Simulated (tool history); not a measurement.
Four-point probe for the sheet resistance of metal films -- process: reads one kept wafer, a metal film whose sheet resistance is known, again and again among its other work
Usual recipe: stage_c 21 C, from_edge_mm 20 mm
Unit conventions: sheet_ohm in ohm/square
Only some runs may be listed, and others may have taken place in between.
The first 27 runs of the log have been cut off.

| run | hour | stage_c | from_edge_mm | sheet_ohm |
|---|---|---|---|---|
| 28 | 2275.3 | 26 | 31 | 0.240812 |
| 29 | 2355.2 | 24 | 21 | 0.241190 |
| 30 | 2422.8 | 24 | 21 | 0.241208 |
| 31 | 2507.2 | 24 | 21 | 0.240997 |
| 32 | 2585.9 | 24 | 21 | 0.240905 |
| 33 | 2698.0 | 25 | 13 | 0.241351 |
| 34 | 2768.6 | 25 | 8 | 0.243236 |
|  | 2817.9 | new probe head fitted |
| 35 | 2831.7 | 29 | 24 | 0.242943 |
| 36 | 2893.2 | 20 | 4 | 0.256380 |
| 37 | 3008.2 | 21 | 8 | 0.246829 |
| 38 | 3097.1 | 27 | 34 | 0.242677 |
| 39 | 3196.8 | 26 | 51 | 0.242592 |
| 40 | 3265.6 | 34 | 4 | 0.253569 |
| 41 | 3345.7 | 18 | 7 | 0.247910 |
|  | 3355.6 | stage's thermometer calibrated |
| 42 | 3421.5 | 35 | 9 | 0.243495 |
| 43 | 3504.6 | 35 | 9 | 0.243398 |

Forecast run 44:
| 44 | 3576.3 | 21 | 4 | ? |

Run 44 produced sheet_ohm 0.255398 ohm/square.
Take away the tool's hidden state, keep the run-to-run variation as it was, and the same run would have given sheet_ohm 0.256754 ohm/square.

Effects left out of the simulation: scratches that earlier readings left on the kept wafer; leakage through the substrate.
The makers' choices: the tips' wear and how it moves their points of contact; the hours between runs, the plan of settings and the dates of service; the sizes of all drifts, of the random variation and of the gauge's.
